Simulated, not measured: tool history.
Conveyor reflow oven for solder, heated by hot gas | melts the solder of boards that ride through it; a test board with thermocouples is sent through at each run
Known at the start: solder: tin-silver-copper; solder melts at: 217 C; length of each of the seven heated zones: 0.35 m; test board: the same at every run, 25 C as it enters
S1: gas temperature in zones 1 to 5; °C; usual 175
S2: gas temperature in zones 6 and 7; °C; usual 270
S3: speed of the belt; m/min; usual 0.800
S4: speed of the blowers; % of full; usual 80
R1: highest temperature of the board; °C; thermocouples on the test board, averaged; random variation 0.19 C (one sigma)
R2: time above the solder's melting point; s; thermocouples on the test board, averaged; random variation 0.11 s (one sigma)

| run | hour | S1 | S2 | S3 | S4 | R1 | R2 |
|---|---|---|---|---|---|---|---|
| 1 | 0.0 | 175 | 270 | 0.800 | 80 | 251.2 | 38.9 |
|  | 18.4 | flux residue cleaned out of gas plates and filters |
| 2 | 21.4 | 175 | 270 | 0.800 | 80 | 253.6 | 40.1 |
| 3 | 40.0 | 175 | 270 | 0.676 | 80 | 257.8 | 50.6 |
| 4 | 68.5 | 175 | 270 | 0.676 | 80 | 258.0 | 50.3 |
| 5 | 88.8 | 175 | 270 | 0.676 | 80 | 257.2 | 50.5 |
| 6 | 105.7 | 175 | 262 | 0.800 | 80 | 246.0 | 36.3 |
| 7 | 138.6 | 175 | 262 | 0.800 | 80 | 246.0 | 36.2 |
| 8 | 157.8 | 175 | 262 | 0.800 | 80 | 245.7 | 36.0 |
| 9 | 185.5 | 175 | 262 | 0.800 | 80 | 245.6 | 35.8 |
| 10 | 213.2 | 161 | 274 | 0.802 | 59 | 247.6 | 32.7 |
| 11 | 242.9 | 185 | 283 | 0.800 | 61 | 260.6 | 45.3 |
| 12 | 259.2 | 185 | 283 | 0.800 | 61 | 260.9 | 45.1 |
| 13 | 273.7 | 185 | 283 | 0.800 | 61 | 260.7 | 44.9 |
| 14 | 290.7 | 185 | 283 | 0.800 | 73 | 263.3 | 46.6 |
| 15 | 315.0 | 175 | 270 | 0.800 | 54 | 245.7 | 34.3 |
| 16 | 331.3 | 171 | 262 | 0.718 | 80 | 247.5 | 40.7 |
|  | 344.1 | thermocouples of zones 6 and 7 changed |
| 17 | 361.8 | 171 | 265 | 0.718 | 70 | 248.9 | 41.3 |
| 18 | 375.8 | 175 | 265 | 0.800 | 80 | 248.0 | 37.0 |

3 ways to go on from here, each from the tool as it stands after run 18. What would each give?
| A | 391.1 | 190 | 265 | 0.745 | 56 | ? | ? |
| B | 391.1 | 175 | 272 | 0.800 | 51 | ? | ? |
| C | 391.1 | 175 | 265 | 0.736 | 80 | ? | ? |

| run | R1 | R2 |
|---|---|---|
| A | 248.3 | 44.5 |
| B | 246.4 | 34.8 |
| C | 250.4 | 42.3 |
Without the tool's hidden state the same runs would have given:
| run | R1 | R2 |
|---|---|---|
| A | 250.0 | 45.5 |
| B | 248.4 | 36.1 |
| C | 252.3 | 43.5 |
